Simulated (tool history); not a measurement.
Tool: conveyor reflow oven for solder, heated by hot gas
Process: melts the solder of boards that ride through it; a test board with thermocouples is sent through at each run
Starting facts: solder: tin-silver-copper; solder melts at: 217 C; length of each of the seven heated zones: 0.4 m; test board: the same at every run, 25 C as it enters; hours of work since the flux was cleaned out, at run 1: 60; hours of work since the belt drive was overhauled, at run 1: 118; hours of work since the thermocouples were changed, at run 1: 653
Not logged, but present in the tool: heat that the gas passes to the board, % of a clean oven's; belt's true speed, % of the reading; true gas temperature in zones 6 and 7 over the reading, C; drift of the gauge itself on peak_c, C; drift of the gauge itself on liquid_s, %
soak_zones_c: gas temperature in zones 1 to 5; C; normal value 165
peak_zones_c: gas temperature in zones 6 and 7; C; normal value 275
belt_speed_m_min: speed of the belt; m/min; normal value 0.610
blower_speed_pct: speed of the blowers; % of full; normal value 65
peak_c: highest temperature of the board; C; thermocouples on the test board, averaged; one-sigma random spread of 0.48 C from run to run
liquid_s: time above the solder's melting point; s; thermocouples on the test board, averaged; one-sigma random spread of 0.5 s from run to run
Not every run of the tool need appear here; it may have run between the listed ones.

run   hour  soak_zones_c  peak_zones_c  belt_speed_m_min  blower_speed_pct  hours of work since the flux was cleaned out  hours of work since the belt drive was overhauled  hours of work since the thermocouples were changed  peak_c  liquid_s
  1    0.0           165           275             0.610                65                                            60                                                118                                                 653   258.5      61.1
  2   20.0           165           275             0.610                65                                            68                                                126                                                 661   257.9      60.3
  3   37.0           165           272             0.610                65                                            76                                                134                                                 669   255.8      57.3
  4   53.7           165           274             0.610                65                                            83                                                141                                                 676   257.0      60.3
  5   68.5           165           275             0.610                65                                            89                                                148                                                 682   257.7      60.5
  6   86.4           165           275             0.610                67                                            97                                                155                                                 690   258.5      60.2
  7   99.6           165           265             0.610                67                                           103                                                161                                                 696   248.3      53.4
  8  114.9           165           265             0.610                67                                           110                                                168                                                 702   248.8      53.8
  9  124.2           180           275             0.610                68                                           114                                                172                                                 707   260.5      67.4
     129.9  -- belt drive overhauled, speed set with a stopwatch
 10  140.2           170           288             0.568                64                                           119                                                  4                                                 712   272.7      75.1
 11  150.7           170           264             0.663                85                                           123                                                  9                                                 716   250.6      51.7
 12  162.0           170           264             0.715                85                                           128                                                 14                                                 721   247.7      46.0
 13  178.7           170           289             0.725                73                                           136                                                 21                                                 728   266.8      55.4
 14  195.2           154           273             0.502                81                                           143                                                 28                                                 736   263.0      76.4
 15  205.6           154           286             0.502                90                                           147                                                 33                                                 740   276.0      84.2
 16  220.6           155           271             0.527                65                                           154                                                 39                                                 747   257.0      67.6

What would each run have given without the hidden state, its run-to-run variation left as it was?
run  peak_c  liquid_s
  1   259.6      61.7
  2   259.1      61.0
  3   257.0      58.0
  4   258.3      61.1
  5   259.1      61.3
  6   260.0      61.1
  7   249.8      54.6
  8   250.3      55.1
  9   261.9      68.1
 10   274.2      75.4
 11   252.3      52.9
 12   249.5      47.3
 13   268.8      56.1
 14   264.7      77.3
 15   277.8      84.6
 16   258.8      68.7
